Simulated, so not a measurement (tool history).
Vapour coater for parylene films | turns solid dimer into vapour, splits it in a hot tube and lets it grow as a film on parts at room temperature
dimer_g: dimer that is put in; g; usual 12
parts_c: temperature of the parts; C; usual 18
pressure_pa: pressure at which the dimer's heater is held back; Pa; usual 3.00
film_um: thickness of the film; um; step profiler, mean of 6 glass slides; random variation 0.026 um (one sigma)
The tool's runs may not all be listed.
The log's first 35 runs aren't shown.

run,hour,dimer_g,parts_c,pressure_pa,film_um
36,949.1,12,18,6.23,5.65
37,981.8,6,18,2.40,3.30
38,1008.7,6,15,3.11,3.35
39,1029.0,6,15,3.11,3.38
40,1057.7,9,26,3.55,3.77
41,1075.4,6,11,4.29,3.52
42,1112.1,6,11,4.29,3.47
43,1132.6,6,11,4.29,3.49
44,1163.2,11,20,3.00,5.40
45,1186.7,12,18,2.10,6.59

Forecast each of these 4 alternatives for the next run:
A,1217.2,12,10,2.10,?
B,1217.2,19,13,2.10,?
C,1217.2,12,24,3.00,?
D,1217.2,12,25,2.10,?

run,film_um
A,8.02
B,11.82
C,5.31
D,5.52
Without the tool's hidden state the same runs would have given:
run,film_um
A,8.31
B,12.25
C,5.50
D,5.72
